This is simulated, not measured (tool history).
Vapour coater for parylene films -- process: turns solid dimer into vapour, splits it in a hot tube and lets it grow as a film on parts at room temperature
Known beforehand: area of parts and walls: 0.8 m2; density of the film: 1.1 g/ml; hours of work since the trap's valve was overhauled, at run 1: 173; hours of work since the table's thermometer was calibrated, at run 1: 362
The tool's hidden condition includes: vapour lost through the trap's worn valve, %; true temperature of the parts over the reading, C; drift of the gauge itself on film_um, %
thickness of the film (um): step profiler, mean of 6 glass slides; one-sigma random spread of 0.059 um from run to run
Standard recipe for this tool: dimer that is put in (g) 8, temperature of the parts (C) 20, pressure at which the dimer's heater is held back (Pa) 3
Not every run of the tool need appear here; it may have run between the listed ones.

run,hour,dimer that is put in (g),temperature of the parts (C),pressure at which the dimer's heater is held back (Pa),hours of work since the trap's valve was overhauled,hours of work since the table's thermometer was calibrated,thickness of the film (um)
1,0,8,20,3,173,362,6.99
2,24.5,8,20,3,193,382,6.94
3,64.2,8,20,3,226,415,6.88
4,99.9,8,20,3,255,444,6.95
5,122.5,9,20,3,274,463,7.85
6,154.2,9,20,3,300,489,7.75
7,185.8,8,20,3,326,515,6.9
# hour 221.2: trap's valve overhauled
8,226.7,8,20,5.73,5,545,6.18
9,249.4,8,20,5.73,23,564,6.16
10,283.9,8,20,3,52,592,6.92
11,329.8,8,20,3,89,630,6.96
12,371,12,20,3,123,664,10.42
13,403.7,12,20,3,150,691,10.42
14,444.1,12,20,3,183,724,10.4
15,475.3,12,20,3,209,750,10.44
16,515.8,11,20,3,242,783,9.68
17,541.1,11,20,3,263,804,9.5
18,581.3,8,21,3,296,837,6.83
19,617.2,8,21,3,326,867,6.73
# hour 651.4: trap's valve overhauled
20,653.5,11,16,2.16,2,893,10.91
21,692.9,8,20,3.88,34,925,6.69
22,725.5,8,20,3.88,61,952,6.62
23,746.8,8,20,3.88,78,970,6.66
24,784.9,7,19,3.88,110,1001,5.88
25,809.8,13,29,2.1,130,1022,10.69
26,831.1,7,14,3,148,1039,6.63
27,860.7,9,24,3.65,172,1064,7.24
28,889.7,7,15,8.47,196,1087,5.4

Expected results for the next run?
29,935.3,8,22,3.23,234,1125,?

Run 29 came out at thickness of the film (um) 6.71.
With the hidden condition absent and the run-to-run variation left alone, this run would have shown thickness of the film (um) 6.74.
